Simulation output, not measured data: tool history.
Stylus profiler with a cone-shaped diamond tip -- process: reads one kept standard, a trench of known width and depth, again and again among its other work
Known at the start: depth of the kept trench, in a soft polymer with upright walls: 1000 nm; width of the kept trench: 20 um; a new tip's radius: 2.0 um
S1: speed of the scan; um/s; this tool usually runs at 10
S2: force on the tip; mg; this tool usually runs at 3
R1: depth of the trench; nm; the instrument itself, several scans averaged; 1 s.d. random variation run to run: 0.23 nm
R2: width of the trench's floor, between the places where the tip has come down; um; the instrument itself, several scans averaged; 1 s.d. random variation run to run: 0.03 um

| run | day | S1 | S2 | R1 | R2 |
|---|---|---|---|---|---|
| 1 | 0 | 10 | 3 | 1012.81 | 15.85 |
| 2 | 1.938 | 10 | 3 | 1012.88 | 15.88 |
| 3 | 2.979 | 2 | 3 | 1012.89 | 15.85 |
| 4 | 4.633 | 2 | 3 | 1013.34 | 15.9 |
| 5 | 6.267 | 2 | 3 | 1013.37 | 15.81 |
| 6 | 8.1 | 2 | 3 | 1012.98 | 15.75 |
| 7 | 9.367 | 10 | 3 | 1013.25 | 15.76 |
| 8 | 11.638 | 10 | 3 | 1013.26 | 15.75 |
| 9 | 12.996 | 10 | 3 | 1013.61 | 15.74 |
| 10 | 14.133 | 10 | 3 | 1013.83 | 15.7 |
| 11 | 15.854 | 10 | 3 | 1014.07 | 15.64 |
| 12 | 17.604 | 31 | 3 | 1013.62 | 15.62 |
| 13 | 19.717 | 31 | 3 | 1014.31 | 15.59 |
| 14 | 21.346 | 10 | 3 | 1014.33 | 15.61 |
| 15 | 22.721 | 10 | 3 | 1014.16 | 15.57 |
| 16 | 24.058 | 10 | 3 | 1014.31 | 15.54 |
| 17 | 25.967 | 10 | 3 | 1014.85 | 15.53 |
| 18 | 27.388 | 10 | 3 | 1014.2 | 15.48 |
| 19 | 28.458 | 10 | 2.58 | 1013.4 | 15.5 |
| 20 | 29.612 | 10 | 3 | 1017.92 | 15.44 |
| 21 | 31.125 | 5 | 2.21 | 1015.72 | 15.44 |
| 22 | 32.279 | 2 | 2.16 | 1015.9 | 15.4 |
| 23 | 34.288 | 2 | 2.16 | 1015.81 | 15.36 |
| 24 | 36.117 | 5 | 2.59 | 1016.91 | 15.39 |
| 25 | 37.225 | 5 | 2.59 | 1017.11 | 15.35 |
| 26 | 39.05 | 33 | 1.01 | 1004.06 | 15.25 |
| 27 | 40.496 | 33 | 1.01 | 1004.89 | 15.2 |
| 28 | 42.467 | 11 | 5 | 1014.32 | 15.31 |
| 29 | 44.688 | 5 | 1.96 | 1007.72 | 15.28 |
| 30 | 46.404 | 26 | 4.64 | 1013.64 | 15.27 |
| 31 | 48.454 | 26 | 4.64 | 1014.52 | 15.19 |
| 32 | 50.65 | 4 | 2.42 | 1009.67 | 15.21 |
| 33 | 52.888 | 9 | 2.42 | 1009.41 | 15.12 |
| 34 | 53.925 | 17 | 3 | 1011.05 | 15.14 |
| 35 | 55.383 | 17 | 3 | 1011.24 | 15.11 |
| 36 | 56.871 | 6 | 4.87 | 1015.07 | 15.14 |
| 37 | 57.904 | 2 | 2.65 | 1010.22 | 15.11 |
| 38 | 59.438 | 10 | 1.55 | 1007.48 | 15.01 |
| 39 | 60.996 | 12 | 1 | 1006.3 | 15.03 |
| 40 | 62.383 | 10 | 2.57 | 1010.6 | 14.97 |

Not shown here: 2 entries made in the log between runs. Locate each between two listed runs and compare the hidden state at the listed run before it with the hidden state at the listed run after it:
In the gap between runs 19 and 20: height scale calibrated on a step standard (day 28.612)
  radius of the tip, um: 3.04 -> 3.06; height scale over the true one, %: 0.429 -> 0.71
  what was measured, less what the result would be without the hidden state, R1: +4.33 -> +7.18 nm; R2: -1.05 -> -1.06 um
In the gap between runs 25 and 26: height scale calibrated on a step standard, once more (day 37.975)
  radius of the tip, um: 3.18 -> 3.21; height scale over the true one, %: 0.761 -> -0.038
  what was measured, less what the result would be without the hidden state, R1: +7.67 -> -0.38 nm; R2: -1.17 -> -1.2 um
